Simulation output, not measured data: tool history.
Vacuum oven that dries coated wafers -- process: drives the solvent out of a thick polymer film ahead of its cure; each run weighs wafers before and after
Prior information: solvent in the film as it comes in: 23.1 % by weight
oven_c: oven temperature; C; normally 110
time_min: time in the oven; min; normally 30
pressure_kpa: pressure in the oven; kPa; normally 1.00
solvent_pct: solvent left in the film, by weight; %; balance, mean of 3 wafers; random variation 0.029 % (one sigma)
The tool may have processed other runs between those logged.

Run 1, hour 0.0: usual settings. Result: solvent_pct 7.23 %.
Run 2, hour 24.0: usual settings. Result: solvent_pct 7.23 %.
Run 3, hour 63.7: usual settings. Result: solvent_pct 7.19 %.
Run 4, hour 101.2: usual settings. Result: solvent_pct 7.26 %.
Run 5, hour 139.3: usual settings. Result: solvent_pct 7.24 %.
Run 6, hour 181.1: usual settings. Result: solvent_pct 7.21 %.
Run 7, hour 202.2: usual settings. Result: solvent_pct 7.25 %.
Run 8, hour 246.0: usual settings. Result: solvent_pct 7.23 %.
Run 9, hour 285.7: usual settings. Result: solvent_pct 7.26 %.
Run 10, hour 333.7: usual settings. Result: solvent_pct 7.20 %.
Run 11, hour 377.3: usual settings. Result: solvent_pct 7.20 %.
Run 12, hour 419.3: usual settings but time_min 39 min. Result: solvent_pct 5.72 %.
Run 13, hour 454.1: usual settings but time_min 39 min. Result: solvent_pct 5.71 %.
Run 14, hour 494.2: usual settings but time_min 39 min. Result: solvent_pct 5.73 %.
Run 15, hour 537.9: usual settings but time_min 39 min. Result: solvent_pct 5.69 %.
Run 16, hour 563.8: usual settings but time_min 39 min. Result: solvent_pct 5.70 %.
Run 17, hour 602.7: usual settings but time_min 39 min. Result: solvent_pct 5.71 %.
Run 18, hour 635.1: usual settings but oven_c 120 C, time_min 22 min, pressure_kpa 1.02 kPa. Result: solvent_pct 5.95 %.
Run 19, hour 665.8: usual settings but time_min 38 min, pressure_kpa 1.37 kPa. Result: solvent_pct 6.45 %.
Run 20, hour 715.8: usual settings but oven_c 108 C, time_min 50 min, pressure_kpa 1.60 kPa. Result: solvent_pct 6.18 %.
Run 21, hour 750.4: usual settings but oven_c 102 C, time_min 26 min, pressure_kpa 3.33 kPa. Result: solvent_pct 14.45 %.
Run 22, hour 790.0: usual settings but oven_c 114 C, time_min 20 min. Result: solvent_pct 8.34 %.
At hour 796.4: oven's thermocouples calibrated.
Run 23, hour 842.2: usual settings but oven_c 102 C, time_min 49 min. Result: solvent_pct 7.08 %.
Run 24, hour 891.3: usual settings but oven_c 102 C, time_min 49 min. Result: solvent_pct 7.06 %.
Run 25, hour 913.7: usual settings but oven_c 102 C, time_min 49 min. Result: solvent_pct 7.06 %.
Run 26, hour 940.0: usual settings but oven_c 102 C, time_min 49 min. Result: solvent_pct 7.04 %.
Run 27, hour 980.9: usual settings but oven_c 100 C, time_min 49 min, pressure_kpa 1.05 kPa. Result: solvent_pct 7.86 %.
Run 28, hour 1027.7: usual settings but oven_c 100 C, time_min 49 min, pressure_kpa 1.05 kPa. Result: solvent_pct 7.87 %.
At hour 1049.2: oven's thermocouples calibrated, once more.
Run 29, hour 1060.9: usual settings but oven_c 100 C, time_min 49 min, pressure_kpa 1.05 kPa. Result: solvent_pct 8.06 %.
Run 30, hour 1111.3: usual settings but oven_c 107 C, time_min 31 min, pressure_kpa 2.76 kPa. Result: solvent_pct 10.83 %.
Run 31, hour 1139.7: usual settings but oven_c 107 C, time_min 31 min, pressure_kpa 2.76 kPa. Result: solvent_pct 10.94 %.
Run 32, hour 1171.5: usual settings but time_min 15 min, pressure_kpa 1.65 kPa. Result: solvent_pct 12.08 %.
Run 33, hour 1221.3: usual settings but time_min 15 min, pressure_kpa 1.65 kPa. Result: solvent_pct 12.10 %.
Run 34, hour 1252.1: usual settings but oven_c 106 C. Result: solvent_pct 8.68 %.

Some steps in solvent_pct between neighbouring runs. How much of each would the tool show without its hidden state too (settings, what came in, random variation), and how much is left for the hidden state, with any gauge scatter that isn't in both results?
Unlogged tool condition in this case: true wafer temperature over the reading, C; true pressure over the reading, kPa; drift of the gauge itself on solvent_pct, %.
Run 20 -> 21: oven_c 108 -> 102, time_min 50 -> 26, pressure_kpa 1.60 -> 3.33. solvent_pct +8.27 %: hidden state -0.11, all else +8.38.
Run 21 -> 22: oven_c 102 -> 114, time_min 26 -> 20, pressure_kpa 3.33 -> 1.00. solvent_pct -6.11 %: hidden state -0.15, all else -5.96.
Run 22 -> 23: oven_c 114 -> 102, time_min 20 -> 49, oven's thermocouples calibrated. solvent_pct -1.26 %: hidden state +0.32, all else -1.58.
Run 29 -> 30: oven_c 100 -> 107, time_min 49 -> 31, pressure_kpa 1.05 -> 2.76. solvent_pct +2.77 %: hidden state -0.26, all else +3.03.
Run 31 -> 32: oven_c 107 -> 110, time_min 31 -> 15, pressure_kpa 2.76 -> 1.65. solvent_pct +1.14 %: hidden state -0.22, all else +1.36.
Run 33 -> 34: oven_c 110 -> 106, time_min 15 -> 30, pressure_kpa 1.65 -> 1.00. solvent_pct -3.42 %: hidden state +0.22, all else -3.64.
